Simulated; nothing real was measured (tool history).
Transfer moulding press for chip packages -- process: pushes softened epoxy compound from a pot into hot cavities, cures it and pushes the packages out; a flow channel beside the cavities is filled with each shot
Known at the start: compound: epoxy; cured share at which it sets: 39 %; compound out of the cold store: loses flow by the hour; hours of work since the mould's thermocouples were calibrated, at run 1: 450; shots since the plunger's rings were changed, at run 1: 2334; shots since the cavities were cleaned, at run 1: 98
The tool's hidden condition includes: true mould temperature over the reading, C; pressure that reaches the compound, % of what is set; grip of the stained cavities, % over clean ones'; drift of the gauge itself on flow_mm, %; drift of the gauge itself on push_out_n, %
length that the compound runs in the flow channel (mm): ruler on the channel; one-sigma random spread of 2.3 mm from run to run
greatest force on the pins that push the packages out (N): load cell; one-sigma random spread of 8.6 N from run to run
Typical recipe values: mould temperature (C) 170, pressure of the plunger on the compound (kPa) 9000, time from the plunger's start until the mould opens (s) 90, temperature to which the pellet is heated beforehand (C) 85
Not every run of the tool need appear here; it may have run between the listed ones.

run   hour  mould temperature (C)  pressure of the plunger on the compound (kPa)  time from the plunger's start until the mould opens (s)  temperature to which the pellet is heated beforehand (C)  hours of work since the mould's thermocouples were calibrated  shots since the plunger's rings were changed  shots since the cavities were cleaned  incoming compound's hours out of the cold store  length that the compound runs in the flow channel (mm)  greatest force on the pins that push the packages out (N)
  1      0                    170                                           9000                                                       90                                                        85                                                            450                                          2334                                     98                                             13.1                                                     512                                                        472
  2   41.3                    170                                           9000                                                       90                                                        85                                                            478                                          2847                                    611                                             12.1                                                     505                                                        642
  3   78.9                    170                                           9000                                                       90                                                        84                                                            504                                          3314                                   1078                                             29.8                                                     482                                                        702
      85.6  -- cavities cleaned with cleaning compound and waxed
  4  121.5                    170                                           9000                                                       90                                                        85                                                            532                                          3825                                    446                                             19.1                                                     499                                                        617
  5  162.5                    170                                           9710                                                       90                                                        85                                                            560                                          4334                                    955                                             45.7                                                     475                                                        681
     178.4  -- cavities cleaned with cleaning compound and waxed
  6    204                    170                                           9710                                                       90                                                        77                                                            587                                          4830                                    318                                             12.3                                                     516                                                        561
     224.8  -- plunger's sealing rings changed
  7  254.2                    163                                           9710                                                       90                                                        77                                                            620                                           364                                    910                                             41.8                                                     507                                                       1081
     273.4  -- cavities cleaned with cleaning compound and waxed
  8  309.8                    163                                           9710                                                       90                                                        77                                                            656                                          1037                                    453                                             32.4                                                     517                                                        987
  9  348.9                    163                                           9710                                                       90                                                        77                                                            683                                          1522                                    938                                             47.7                                                     501                                                       1124
     365.8  -- cavities cleaned with cleaning compound and waxed
 10  376.2                    163                                           9710                                                       90                                                        77                                                            701                                          1843                                    129                                             44.7                                                     499                                                        735
 11  402.1                    174                                           8150                                                       90                                                        85                                                            718                                          2165                                    451                                               42                                                     447                                                        522
     459.2  -- cavities cleaned with cleaning compound and waxed
 12  465.2                    174                                           8150                                                       90                                                        85                                                            760                                          2930                                     75                                             44.7                                                     437                                                        394
 13  492.3                    174                                           8150                                                       90                                                        85                                                            779                                          3266                                    411                                               32                                                     455                                                        496

How would selected steps in length that the compound runs in the flow channel (mm) from run to run divide? Give the signed amount a tool lacking its hidden state would still show from settings, what came in and random variation, and the signed amount left for the hidden state, including any gauge scatter that is not in both of the compared results.
Run 6 -> 7: mould temperature (C) 170 -> 163, plunger's sealing rings changed. length that the compound runs in the flow channel (mm) -9: hidden state +20, all else -29.
Run 10 -> 11: mould temperature (C) 163 -> 174, pressure of the plunger on the compound (kPa) 9710 -> 8150, temperature to which the pellet is heated beforehand (C) 77 -> 85. length that the compound runs in the flow channel (mm) -52: hidden state -1, all else -51.
